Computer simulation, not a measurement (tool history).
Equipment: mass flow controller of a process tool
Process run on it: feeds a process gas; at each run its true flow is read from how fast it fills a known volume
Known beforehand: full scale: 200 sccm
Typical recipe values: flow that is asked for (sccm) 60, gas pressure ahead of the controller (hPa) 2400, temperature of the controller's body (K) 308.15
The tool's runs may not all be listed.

| run | hour | flow that is asked for (sccm) | gas pressure ahead of the controller (hPa) | temperature of the controller's body (K) | true flow (%) |
|---|---|---|---|---|---|
| 1 | 0 | 60 | 2400 | 308.15 | 98.23 |
| 2 | 166.6 | 60 | 2400 | 308.15 | 97.88 |
| 3 | 290.2 | 60 | 2400 | 308.15 | 97.96 |
| 4 | 460.7 | 60 | 2400 | 308.15 | 97.97 |
| 5 | 640.3 | 122 | 2400 | 308.15 | 98.37 |
| 6 | 734.4 | 60 | 2400 | 307.15 | 97.62 |
| 7 | 925.8 | 60 | 2400 | 307.15 | 97.55 |
| 8 | 1106.6 | 60 | 2400 | 308.15 | 97.45 |
| 9 | 1207.1 | 60 | 2400 | 308.15 | 97.34 |
| 10 | 1286.1 | 60 | 2400 | 308.15 | 97.33 |
| 11 | 1444.4 | 60 | 2400 | 308.15 | 97.19 |
| 12 | 1619.6 | 60 | 2400 | 299.15 | 97.67 |
| 13 | 1798.3 | 60 | 2400 | 299.15 | 97.57 |
| 14 | 1882.6 | 60 | 2400 | 299.15 | 97.52 |
| 15 | 2068 | 60 | 2400 | 299.15 | 97.38 |
| 16 | 2248.2 | 60 | 2400 | 299.15 | 97.2 |
| 17 | 2377.2 | 32 | 2400 | 308.15 | 96.29 |
| 18 | 2518.7 | 60 | 2400 | 308.15 | 96.47 |
| 19 | 2661.5 | 60 | 2400 | 308.15 | 96.54 |
| 20 | 2837 | 60 | 2400 | 308.15 | 96.34 |
| 21 | 2975.3 | 78 | 2400 | 308.15 | 96.42 |
| 22 | 3146.1 | 99 | 2310 | 295.15 | 97.36 |
| 23 | 3274.7 | 39 | 1700 | 298.15 | 96.73 |
| 24 | 3436.6 | 37 | 1820 | 305.15 | 96.15 |
| 25 | 3519.4 | 37 | 1820 | 305.15 | 96.09 |
| 26 | 3687.3 | 170 | 2150 | 299.15 | 97.27 |
| 27 | 3814.1 | 170 | 2150 | 299.15 | 97.31 |
| 28 | 3904.5 | 170 | 2150 | 299.15 | 97.17 |
| 29 | 4061.2 | 21 | 2070 | 296.15 | 96.19 |
| 30 | 4240.8 | 159 | 2070 | 296.15 | 96.93 |
| 31 | 4423 | 119 | 2400 | 310.15 | 95.88 |
| 32 | 4512.7 | 31 | 2550 | 300.15 | 95.5 |
|  | 4576.7 | gauge calibrated |
| 33 | 4642.7 | 60 | 2400 | 300.15 | 98.56 |
| 34 | 4821.5 | 66 | 2400 | 308.15 | 97.94 |
| 35 | 4992.8 | 60 | 2650 | 294.15 | 98.65 |
| 36 | 5094.4 | 39 | 1720 | 308.15 | 97.86 |
| 37 | 5252.4 | 39 | 1720 | 308.15 | 97.76 |
| 38 | 5344.6 | 60 | 2560 | 302.15 | 97.91 |
| 39 | 5502.2 | 24 | 2400 | 302.15 | 97.64 |
| 40 | 5592.3 | 46 | 2340 | 308.15 | 97.16 |
| 41 | 5678.7 | 61 | 1980 | 304.15 | 97.85 |

Each row is a separate what-if for the run after 41, all from the same tool condition, not one after another. Results?
| A | 5763.5 | 29 | 2740 | 304.15 | ? |
| B | 5763.5 | 116 | 1980 | 308.15 | ? |
| C | 5763.5 | 26 | 2400 | 308.15 | ? |
| D | 5763.5 | 50 | 1920 | 304.15 | ? |

| run | true flow (%) |
|---|---|
| A | 97.39 |
| B | 98.06 |
| C | 97.1 |
| D | 97.69 |
Stripped of hidden state, with their random variation kept, the same runs would have yielded:
| run | true flow (%) |
|---|---|
| A | 98.12 |
| B | 98.8 |
| C | 97.82 |
| D | 98.42 |
